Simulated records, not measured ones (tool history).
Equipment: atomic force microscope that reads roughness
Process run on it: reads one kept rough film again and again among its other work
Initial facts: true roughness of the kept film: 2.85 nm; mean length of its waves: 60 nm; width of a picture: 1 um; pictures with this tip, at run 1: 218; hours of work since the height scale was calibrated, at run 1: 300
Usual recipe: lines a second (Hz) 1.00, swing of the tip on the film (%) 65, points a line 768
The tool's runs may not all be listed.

run	hour	lines a second (Hz)	swing of the tip on the film (%)	points a line	pictures with this tip	hours of work since the height scale was calibrated	roughness of the kept film (nm (root mean square))
1	0.0	1.00	65	768	218	300	2.687
2	12.1	1.00	65	768	236	309	2.680
3	20.9	1.00	65	768	248	315	2.681
4	31.6	1.00	65	768	264	322	2.698
5	40.2	1.00	65	768	277	328	2.684
6	48.1	1.00	65	768	288	334	2.674
7	60.4	1.00	65	768	306	343	2.677
8	71.9	1.00	65	768	323	351	2.664
9	77.9	1.00	65	768	331	355	2.665
# hour 85.9: new tip fitted
10	91.2	1.00	65	768	8	364	2.753
11	98.9	1.00	65	768	19	369	2.750
12	111.9	1.00	65	768	38	378	2.732
13	121.7	0.81	65	768	52	385	2.728
14	130.4	1.00	65	768	65	391	2.722
15	139.3	1.00	65	768	77	398	2.707
16	144.6	1.00	65	768	85	401	2.715
17	155.6	1.00	65	768	101	409	2.707
18	163.0	1.00	65	768	112	414	2.704
19	172.0	1.00	65	768	125	421	2.711
20	180.9	1.09	65	768	138	427	2.710
21	192.5	1.09	65	768	155	435	2.698
22	204.3	0.94	62	463	172	443	2.690
23	209.9	2.26	62	577	180	447	2.657
24	218.9	1.00	65	833	193	454	2.693
25	228.8	1.00	65	833	207	461	2.695
26	237.1	0.59	66	389	219	466	2.707
27	249.9	0.98	65	299	238	475	2.686
28	256.4	1.00	60	385	247	480	2.701
29	266.3	1.11	60	503	262	487	2.674
30	278.9	0.78	78	932	280	496	2.645
31	289.2	0.78	78	932	295	503	2.613
32	294.7	0.78	78	932	303	507	2.620
33	303.5	1.00	65	340	315	513	2.670
34	312.5	0.76	79	754	329	519	2.617
# hour 321.8: new tip fitted
35	322.2	1.67	89	642	1	526	2.470
36	333.8	1.67	89	1023	18	534	2.482
37	341.8	0.69	76	946	29	540	2.718
38	353.4	0.69	76	946	46	548	2.721
39	364.0	0.69	76	946	62	555	2.706
40	374.3	0.57	62	401	76	562	2.744
41	380.9	1.00	58	344	86	567	2.725

Branching from run 41: 4 alternative next runs. What would each branch give?
A	393.1	1.24	77	650	104	576	?
B	393.1	1.23	65	768	104	576	?
C	393.1	1.00	58	360	104	576	?
D	393.1	2.11	70	277	104	576	?

run	roughness of the kept film (nm (root mean square))
A	2.634
B	2.708
C	2.739
D	2.607
With no hidden state in the tool, these same runs would have given:
run	roughness of the kept film (nm (root mean square))
A	2.670
B	2.744
C	2.776
D	2.642
